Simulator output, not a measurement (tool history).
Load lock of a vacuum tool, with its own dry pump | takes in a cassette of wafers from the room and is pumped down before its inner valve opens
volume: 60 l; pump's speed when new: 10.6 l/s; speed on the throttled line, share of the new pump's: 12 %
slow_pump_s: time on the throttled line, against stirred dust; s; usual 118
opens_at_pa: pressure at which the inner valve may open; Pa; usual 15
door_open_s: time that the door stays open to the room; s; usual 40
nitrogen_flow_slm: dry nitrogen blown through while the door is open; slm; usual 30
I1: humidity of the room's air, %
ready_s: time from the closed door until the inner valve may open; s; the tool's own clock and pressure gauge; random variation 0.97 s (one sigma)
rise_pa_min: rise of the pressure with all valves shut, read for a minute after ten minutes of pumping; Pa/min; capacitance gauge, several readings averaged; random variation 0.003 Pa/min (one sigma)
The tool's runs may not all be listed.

{"run": 1, "hour": 0.0, "slow_pump_s": 118, "opens_at_pa": 15, "door_open_s": 40, "nitrogen_flow_slm": 30, "I1": 46.6, "ready_s": 159.6, "rise_pa_min": 0.043}
{"run": 2, "hour": 378.9, "slow_pump_s": 118, "opens_at_pa": 15, "door_open_s": 47, "nitrogen_flow_slm": 30, "I1": 48.9, "ready_s": 159.1, "rise_pa_min": 0.05}
{"run": 3, "hour": 636.8, "slow_pump_s": 233, "opens_at_pa": 15, "door_open_s": 47, "nitrogen_flow_slm": 30, "I1": 44.9, "ready_s": 256.9, "rise_pa_min": 0.047}
{"run": 4, "hour": 958.0, "slow_pump_s": 233, "opens_at_pa": 15, "door_open_s": 47, "nitrogen_flow_slm": 30, "I1": 42.5, "ready_s": 259.8, "rise_pa_min": 0.045}
{"run": 5, "hour": 1429.2, "slow_pump_s": 118, "opens_at_pa": 15, "door_open_s": 40, "nitrogen_flow_slm": 30, "I1": 45.8, "ready_s": 159.4, "rise_pa_min": 0.047}
{"run": 6, "hour": 1952.8, "slow_pump_s": 118, "opens_at_pa": 15, "door_open_s": 40, "nitrogen_flow_slm": 30, "I1": 42.9, "ready_s": 159.5, "rise_pa_min": 0.05}
{"run": 7, "hour": 2460.2, "slow_pump_s": 118, "opens_at_pa": 15, "door_open_s": 40, "nitrogen_flow_slm": 30, "I1": 46.6, "ready_s": 160.4, "rise_pa_min": 0.054}
{"run": 8, "hour": 2894.9, "slow_pump_s": 118, "opens_at_pa": 12, "door_open_s": 40, "nitrogen_flow_slm": 30, "I1": 42.4, "ready_s": 163.1, "rise_pa_min": 0.055}
{"run": 9, "hour": 3157.0, "slow_pump_s": 118, "opens_at_pa": 12, "door_open_s": 40, "nitrogen_flow_slm": 30, "I1": 45.4, "ready_s": 163.6, "rise_pa_min": 0.057}
{"run": 10, "hour": 3505.6, "slow_pump_s": 118, "opens_at_pa": 12, "door_open_s": 40, "nitrogen_flow_slm": 30, "I1": 45.6, "ready_s": 163.9, "rise_pa_min": 0.054}
{"run": 11, "hour": 4051.5, "slow_pump_s": 118, "opens_at_pa": 12, "door_open_s": 40, "nitrogen_flow_slm": 30, "I1": 43.4, "ready_s": 165, "rise_pa_min": 0.055}
{"run": 12, "hour": 4629.2, "slow_pump_s": 81, "opens_at_pa": 15, "door_open_s": 40, "nitrogen_flow_slm": 30, "I1": 47.6, "ready_s": 131.1, "rise_pa_min": 0.061}
{"hour": 5000.5, "done": "dry pump taken out, an overhauled one fitted"}
{"run": 13, "hour": 5192.2, "slow_pump_s": 118, "opens_at_pa": 19, "door_open_s": 40, "nitrogen_flow_slm": 30, "I1": 48, "ready_s": 154.1, "rise_pa_min": 0.062}
{"run": 14, "hour": 5506.7, "slow_pump_s": 118, "opens_at_pa": 19, "door_open_s": 40, "nitrogen_flow_slm": 30, "I1": 43.4, "ready_s": 153.2, "rise_pa_min": 0.066}
{"run": 15, "hour": 5879.0, "slow_pump_s": 118, "opens_at_pa": 19, "door_open_s": 40, "nitrogen_flow_slm": 30, "I1": 44.4, "ready_s": 151.8, "rise_pa_min": 0.068}
{"run": 16, "hour": 6196.3, "slow_pump_s": 118, "opens_at_pa": 19, "door_open_s": 40, "nitrogen_flow_slm": 30, "I1": 41.9, "ready_s": 152.5, "rise_pa_min": 0.064}
{"run": 17, "hour": 6627.1, "slow_pump_s": 118, "opens_at_pa": 19, "door_open_s": 40, "nitrogen_flow_slm": 30, "I1": 45.3, "ready_s": 152.2, "rise_pa_min": 0.067}
{"run": 18, "hour": 7017.3, "slow_pump_s": 118, "opens_at_pa": 19, "door_open_s": 40, "nitrogen_flow_slm": 30, "I1": 46, "ready_s": 152.6, "rise_pa_min": 0.066}
{"run": 19, "hour": 7519.0, "slow_pump_s": 118, "opens_at_pa": 15, "door_open_s": 28, "nitrogen_flow_slm": 22, "I1": 46.8, "ready_s": 154.2, "rise_pa_min": 0.069}
{"run": 20, "hour": 8086.7, "slow_pump_s": 118, "opens_at_pa": 22, "door_open_s": 165, "nitrogen_flow_slm": 22, "I1": 45, "ready_s": 154.4, "rise_pa_min": 0.08}
{"run": 21, "hour": 8454.7, "slow_pump_s": 193, "opens_at_pa": 12, "door_open_s": 59, "nitrogen_flow_slm": 11, "I1": 43.5, "ready_s": 220.9, "rise_pa_min": 0.081}
{"run": 22, "hour": 8859.3, "slow_pump_s": 193, "opens_at_pa": 12, "door_open_s": 59, "nitrogen_flow_slm": 11, "I1": 47.8, "ready_s": 222.5, "rise_pa_min": 0.094}
{"run": 23, "hour": 9373.1, "slow_pump_s": 167, "opens_at_pa": 15, "door_open_s": 49, "nitrogen_flow_slm": 30, "I1": 46.7, "ready_s": 197.9, "rise_pa_min": 0.083}
{"run": 24, "hour": 9638.6, "slow_pump_s": 167, "opens_at_pa": 15, "door_open_s": 104, "nitrogen_flow_slm": 8, "I1": 48.4, "ready_s": 198.5, "rise_pa_min": 0.102}
{"run": 25, "hour": 9882.8, "slow_pump_s": 80, "opens_at_pa": 21, "door_open_s": 40, "nitrogen_flow_slm": 30, "I1": 47.1, "ready_s": 121.9, "rise_pa_min": 0.077}
{"run": 26, "hour": 10442.6, "slow_pump_s": 80, "opens_at_pa": 21, "door_open_s": 40, "nitrogen_flow_slm": 30, "I1": 45.5, "ready_s": 121, "rise_pa_min": 0.083}
{"run": 27, "hour": 10744.2, "slow_pump_s": 126, "opens_at_pa": 26, "door_open_s": 45, "nitrogen_flow_slm": 19, "I1": 44.5, "ready_s": 160.4, "rise_pa_min": 0.089}
{"run": 28, "hour": 11094.8, "slow_pump_s": 114, "opens_at_pa": 14, "door_open_s": 45, "nitrogen_flow_slm": 8, "I1": 45.2, "ready_s": 153.6, "rise_pa_min": 0.096}
{"run": 29, "hour": 11370.7, "slow_pump_s": 221, "opens_at_pa": 14, "door_open_s": 45, "nitrogen_flow_slm": 8, "I1": 44.9, "ready_s": 248.3, "rise_pa_min": 0.099}
{"run": 30, "hour": 11922.1, "slow_pump_s": 135, "opens_at_pa": 15, "door_open_s": 81, "nitrogen_flow_slm": 20, "I1": 47.9, "ready_s": 173.2, "rise_pa_min": 0.093}
{"run": 31, "hour": 12220.6, "slow_pump_s": 82, "opens_at_pa": 24, "door_open_s": 54, "nitrogen_flow_slm": 5, "I1": 46.9, "ready_s": 124.2, "rise_pa_min": 0.102}
{"run": 32, "hour": 12498.3, "slow_pump_s": 105, "opens_at_pa": 15, "door_open_s": 40, "nitrogen_flow_slm": 30, "I1": 43.4, "ready_s": 147.6, "rise_pa_min": 0.093}
{"run": 33, "hour": 12816.2, "slow_pump_s": 118, "opens_at_pa": 25, "door_open_s": 132, "nitrogen_flow_slm": 22, "I1": 44.8, "ready_s": 156.1, "rise_pa_min": 0.1}
{"run": 34, "hour": 13324.9, "slow_pump_s": 118, "opens_at_pa": 25, "door_open_s": 132, "nitrogen_flow_slm": 22, "I1": 44.6, "ready_s": 155.2, "rise_pa_min": 0.106}
{"run": 35, "hour": 13607.2, "slow_pump_s": 164, "opens_at_pa": 15, "door_open_s": 215, "nitrogen_flow_slm": 30, "I1": 43.3, "ready_s": 199.9, "rise_pa_min": 0.103}
{"run": 36, "hour": 13863.4, "slow_pump_s": 139, "opens_at_pa": 15, "door_open_s": 40, "nitrogen_flow_slm": 11, "I1": 47.4, "ready_s": 179.3, "rise_pa_min": 0.109}

The same runs without the tool's hidden state, with the same run-to-run variation:
The hidden state here: pump's speed, % of a new pump's; leak at the door's seal, Pa l/s; drift of the gauge itself on ready_s, %; drift of the gauge itself on rise_pa_min, %.
run=1 ready_s=154.8 rise_pa_min=0.008
run=2 ready_s=154 rise_pa_min=0.014
run=3 ready_s=253.6 rise_pa_min=0.01
run=4 ready_s=256.3 rise_pa_min=0.007
run=5 ready_s=153.5 rise_pa_min=0.007
run=6 ready_s=153.2 rise_pa_min=0.009
run=7 ready_s=153.6 rise_pa_min=0.01
run=8 ready_s=155.5 rise_pa_min=0.01
run=9 ready_s=155.8 rise_pa_min=0.012
run=10 ready_s=155.8 rise_pa_min=0.009
run=11 ready_s=156.3 rise_pa_min=0.007
run=12 ready_s=121.3 rise_pa_min=0.011
run=13 ready_s=154.5 rise_pa_min=0.009
run=14 ready_s=153.5 rise_pa_min=0.013
run=15 ready_s=151.8 rise_pa_min=0.013
run=16 ready_s=152.4 rise_pa_min=0.008
run=17 ready_s=151.8 rise_pa_min=0.01
run=18 ready_s=152 rise_pa_min=0.007
run=19 ready_s=153.3 rise_pa_min=0.008
run=20 ready_s=153.1 rise_pa_min=0.019
run=21 ready_s=219.7 rise_pa_min=0.018
run=22 ready_s=221.1 rise_pa_min=0.027
run=23 ready_s=196.1 rise_pa_min=0.015
run=24 ready_s=196.5 rise_pa_min=0.032
run=25 ready_s=119.2 rise_pa_min=0.008
run=26 ready_s=117.9 rise_pa_min=0.012
run=27 ready_s=157.6 rise_pa_min=0.015
run=28 ready_s=150.1 rise_pa_min=0.021
run=29 ready_s=245.9 rise_pa_min=0.021
run=30 ready_s=169.4 rise_pa_min=0.014
run=31 ready_s=119.9 rise_pa_min=0.021
run=32 ready_s=143 rise_pa_min=0.012
run=33 ready_s=151.9 rise_pa_min=0.018
run=34 ready_s=150.7 rise_pa_min=0.019
run=35 ready_s=195.3 rise_pa_min=0.018
run=36 ready_s=174.2 rise_pa_min=0.023
